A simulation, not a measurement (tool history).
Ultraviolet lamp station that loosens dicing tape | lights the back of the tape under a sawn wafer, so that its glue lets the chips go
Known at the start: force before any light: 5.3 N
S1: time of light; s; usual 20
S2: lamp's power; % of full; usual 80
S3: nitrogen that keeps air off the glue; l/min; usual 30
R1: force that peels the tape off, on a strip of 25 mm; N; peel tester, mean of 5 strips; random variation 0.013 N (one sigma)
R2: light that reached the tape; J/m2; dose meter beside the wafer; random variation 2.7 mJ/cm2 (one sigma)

run    hour  S1  S2  S3     R1    R2
  1       0  20  80  30  0.962  2940
  2    30.8  20  80  28  1.041  2910
  3      59  20  80  28  1.048  2870
  4    86.7  20  80  30  0.996  2830
  5   117.2  20  80  30  1.033  2800
  6   158.8  20  80  30  1.052  2780
      175.1  -- window cleaned of glue's vapour
  7     184  20  80  19  1.041  3190
  8     204  20  68  30  1.127  2690
  9   240.3  20  68  30  1.069  2670
 10     283  20  68  30  1.116  2580
 11   324.1  20  68  30  1.199  2590
 12   346.1  20  68  30  1.156  2560
 13   372.5  15  80  30  1.429  2250
 14   402.7  12  80  30  1.893  1770
 15   427.8  20  80  30  0.968  2930
 16     472  20  80  30  0.973  2870
 17   517.1  20  80  30  1.035  2800
 18   553.4  10  80  30  2.399  1400
 19   582.2  10  80  30  2.375  1390
 20   624.1  10  80  30  2.341  1350
 21   661.5  10  80  30  2.377  1310
 22   700.8  20  80  30  1.113  2630
 23   728.2  20  80  30  1.165  2610
 24   755.7  20  80  30  1.222  2580
 25   778.7  20  70  30   1.44  2210
 26     822  20  80  42  1.075  2530
 27   857.9  13  80  42  1.901  1620
 28   884.8  13  80  42  1.893  1590
 29   928.7  20  81  14  1.691  2440
 30   965.5  20  81  14  1.714  2410
 31  1004.5  20  66  30  1.752  1910
 32  1027.7  14  66  30  2.319  1320
     1032.9  -- lamp changed
 33  1065.8  14  66  30  1.724  1920
 34  1107.6  34  67  12  0.732  4690
 35  1127.5  20  98  30  0.546  4010
 36  1150.4  27  98  59  0.185  5310
 37  1193.2  35  80  18  0.379  5610
 38  1214.1  16  97  24  0.998  3090
 39  1247.7  23  84  31  0.592  3750
 40    1286  23  84  31  0.638  3790
 41  1312.9  11  79  22  2.119  1690
 42  1341.6  17  82  31    1.1  2600
 43  1364.2  13  80  30  1.618  1970

Forecast each of these 4 alternatives for the next run:
       1375  -- window cleaned of glue's vapour
  A  1404.7  20  80  30   ?   ?
       1375  -- window cleaned of glue's vapour
  B  1404.7  27  89  12   ?   ?
       1375  -- window cleaned of glue's vapour
  C  1404.7  32  80  14   ?   ?
       1375  -- window cleaned of glue's vapour
  D  1404.7  13  87  30   ?   ?

run     R1    R2
  A  0.705  3420
  B   0.58  5150
  C  0.476  5440
  D  1.234  2410
Without the tool's hidden state the same runs would have given:
run     R1    R2
  A  0.596  3730
  B  0.486  5620
  C  0.396  5940
  D  1.088  2630
